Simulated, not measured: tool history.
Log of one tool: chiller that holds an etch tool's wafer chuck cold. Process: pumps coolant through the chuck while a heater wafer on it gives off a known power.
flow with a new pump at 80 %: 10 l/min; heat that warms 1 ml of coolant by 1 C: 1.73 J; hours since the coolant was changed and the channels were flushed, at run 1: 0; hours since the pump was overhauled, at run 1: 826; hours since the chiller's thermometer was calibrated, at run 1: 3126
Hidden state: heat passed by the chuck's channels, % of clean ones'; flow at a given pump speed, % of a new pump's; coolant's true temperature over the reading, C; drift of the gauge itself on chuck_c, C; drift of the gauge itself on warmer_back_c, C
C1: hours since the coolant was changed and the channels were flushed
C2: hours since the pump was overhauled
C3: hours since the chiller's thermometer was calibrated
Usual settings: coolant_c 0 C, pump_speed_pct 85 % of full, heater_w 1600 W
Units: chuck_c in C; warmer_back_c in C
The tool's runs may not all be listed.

{"run": 1, "hour": 0.0, "coolant_c": 0, "pump_speed_pct": 85, "heater_w": 1600, "C1": 0, "C2": 826, "C3": 3126, "chuck_c": 11.6, "warmer_back_c": 5.33}
{"run": 2, "hour": 77.5, "coolant_c": 0, "pump_speed_pct": 85, "heater_w": 1600, "C1": 77, "C2": 904, "C3": 3203, "chuck_c": 11.5, "warmer_back_c": 5.26}
{"run": 3, "hour": 205.1, "coolant_c": 0, "pump_speed_pct": 85, "heater_w": 1600, "C1": 205, "C2": 1031, "C3": 3331, "chuck_c": 11.5, "warmer_back_c": 5.32}
{"run": 4, "hour": 289.4, "coolant_c": 0, "pump_speed_pct": 85, "heater_w": 1022, "C1": 289, "C2": 1116, "C3": 3415, "chuck_c": 7.2, "warmer_back_c": 3.42}
{"run": 5, "hour": 411.4, "coolant_c": 0, "pump_speed_pct": 85, "heater_w": 1600, "C1": 411, "C2": 1238, "C3": 3537, "chuck_c": 11.7, "warmer_back_c": 5.33}
{"run": 6, "hour": 515.7, "coolant_c": 0, "pump_speed_pct": 85, "heater_w": 1600, "C1": 516, "C2": 1342, "C3": 3642, "chuck_c": 11.9, "warmer_back_c": 5.33}
{"run": 7, "hour": 648.5, "coolant_c": 0, "pump_speed_pct": 85, "heater_w": 1600, "C1": 649, "C2": 1475, "C3": 3775, "chuck_c": 11.8, "warmer_back_c": 5.35}
{"hour": 753.5, "done": "chiller's thermometer calibrated"}
{"run": 8, "hour": 761.9, "coolant_c": -2, "pump_speed_pct": 85, "heater_w": 1600, "C1": 761, "C2": 1587, "C3": 8, "chuck_c": 11, "warmer_back_c": 5.4}
{"run": 9, "hour": 876.8, "coolant_c": 0, "pump_speed_pct": 85, "heater_w": 1600, "C1": 876, "C2": 1702, "C3": 123, "chuck_c": 13.2, "warmer_back_c": 5.38}
{"run": 10, "hour": 982.4, "coolant_c": 0, "pump_speed_pct": 71, "heater_w": 1600, "C1": 981, "C2": 1808, "C3": 229, "chuck_c": 15.4, "warmer_back_c": 6.64}
{"run": 11, "hour": 1104.0, "coolant_c": 0, "pump_speed_pct": 71, "heater_w": 2026, "C1": 1103, "C2": 1929, "C3": 351, "chuck_c": 19.7, "warmer_back_c": 8.39}
{"run": 12, "hour": 1170.8, "coolant_c": 0, "pump_speed_pct": 71, "heater_w": 2026, "C1": 1170, "C2": 1996, "C3": 417, "chuck_c": 19.7, "warmer_back_c": 8.41}
{"run": 13, "hour": 1259.0, "coolant_c": 0, "pump_speed_pct": 71, "heater_w": 2026, "C1": 1258, "C2": 2084, "C3": 505, "chuck_c": 20, "warmer_back_c": 8.43}
{"run": 14, "hour": 1320.8, "coolant_c": 0, "pump_speed_pct": 71, "heater_w": 2026, "C1": 1320, "C2": 2146, "C3": 567, "chuck_c": 20.1, "warmer_back_c": 8.42}
{"run": 15, "hour": 1394.7, "coolant_c": 1, "pump_speed_pct": 87, "heater_w": 1167, "C1": 1394, "C2": 2220, "C3": 641, "chuck_c": 10.4, "warmer_back_c": 3.87}
{"run": 16, "hour": 1449.5, "coolant_c": 1, "pump_speed_pct": 87, "heater_w": 1167, "C1": 1448, "C2": 2275, "C3": 696, "chuck_c": 10.5, "warmer_back_c": 3.87}
{"run": 17, "hour": 1550.6, "coolant_c": 1, "pump_speed_pct": 87, "heater_w": 1167, "C1": 1550, "C2": 2376, "C3": 797, "chuck_c": 10.5, "warmer_back_c": 3.89}
{"run": 18, "hour": 1642.2, "coolant_c": 1, "pump_speed_pct": 87, "heater_w": 1167, "C1": 1641, "C2": 2467, "C3": 889, "chuck_c": 10.6, "warmer_back_c": 3.96}
{"run": 19, "hour": 1764.3, "coolant_c": 3, "pump_speed_pct": 70, "heater_w": 993, "C1": 1763, "C2": 2590, "C3": 1011, "chuck_c": 12.9, "warmer_back_c": 4.26}
{"run": 20, "hour": 1896.4, "coolant_c": 3, "pump_speed_pct": 70, "heater_w": 993, "C1": 1895, "C2": 2722, "C3": 1143, "chuck_c": 12.9, "warmer_back_c": 4.29}
{"run": 21, "hour": 1985.7, "coolant_c": -5, "pump_speed_pct": 70, "heater_w": 1725, "C1": 1985, "C2": 2811, "C3": 1232, "chuck_c": 12.5, "warmer_back_c": 7.35}
{"run": 22, "hour": 2105.5, "coolant_c": 0, "pump_speed_pct": 70, "heater_w": 1725, "C1": 2105, "C2": 2931, "C3": 1352, "chuck_c": 17.6, "warmer_back_c": 7.43}
{"run": 23, "hour": 2181.3, "coolant_c": 2, "pump_speed_pct": 64, "heater_w": 1600, "C1": 2180, "C2": 3007, "C3": 1428, "chuck_c": 19.8, "warmer_back_c": 7.63}
{"run": 24, "hour": 2284.8, "coolant_c": 0, "pump_speed_pct": 82, "heater_w": 1140, "C1": 2284, "C2": 3110, "C3": 1531, "chuck_c": 9.9, "warmer_back_c": 4.12}
{"run": 25, "hour": 2419.1, "coolant_c": -8, "pump_speed_pct": 72, "heater_w": 1242, "C1": 2418, "C2": 3244, "C3": 1666, "chuck_c": 4.4, "warmer_back_c": 5.23}
{"run": 26, "hour": 2520.4, "coolant_c": -9, "pump_speed_pct": 91, "heater_w": 2195, "C1": 2519, "C2": 3346, "C3": 1767, "chuck_c": 9.2, "warmer_back_c": 7.12}
{"run": 27, "hour": 2620.6, "coolant_c": -3, "pump_speed_pct": 89, "heater_w": 1519, "C1": 2620, "C2": 3446, "C3": 1867, "chuck_c": 9.6, "warmer_back_c": 5.05}

5 ways to go on from here, each from the tool as it stands after run 27. What would each give?
{"run": "A", "hour": 2682.2, "coolant_c": -8, "pump_speed_pct": 80, "heater_w": 1519, "C1": 2681, "C2": 3507, "C3": 1929, "chuck_c": "?", "warmer_back_c": "?"}
{"run": "B", "hour": 2682.2, "coolant_c": -3, "pump_speed_pct": 98, "heater_w": 1104, "C1": 2681, "C2": 3507, "C3": 1929, "chuck_c": "?", "warmer_back_c": "?"}
{"run": "C", "hour": 2682.2, "coolant_c": -3, "pump_speed_pct": 92, "heater_w": 1519, "C1": 2681, "C2": 3507, "C3": 1929, "chuck_c": "?", "warmer_back_c": "?"}
{"run": "D", "hour": 2682.2, "coolant_c": -7, "pump_speed_pct": 85, "heater_w": 1037, "C1": 2681, "C2": 3507, "C3": 1929, "chuck_c": "?", "warmer_back_c": "?"}
{"run": "E", "hour": 2682.2, "coolant_c": -3, "pump_speed_pct": 79, "heater_w": 1519, "C1": 2681, "C2": 3507, "C3": 1929, "chuck_c": "?", "warmer_back_c": "?"}

run=A chuck_c=5.9 warmer_back_c=5.73
run=B chuck_c=5.1 warmer_back_c=3.31
run=C chuck_c=9.4 warmer_back_c=4.85
run=D chuck_c=1.8 warmer_back_c=3.6
run=E chuck_c=11.1 warmer_back_c=5.76
Without the tool's hidden state the same runs would have given:
run=A chuck_c=4.3 warmer_back_c=5.29
run=B chuck_c=4.4 warmer_back_c=3.06
run=C chuck_c=8 warmer_back_c=4.48
run=D chuck_c=1 warmer_back_c=3.32
run=E chuck_c=9.5 warmer_back_c=5.32
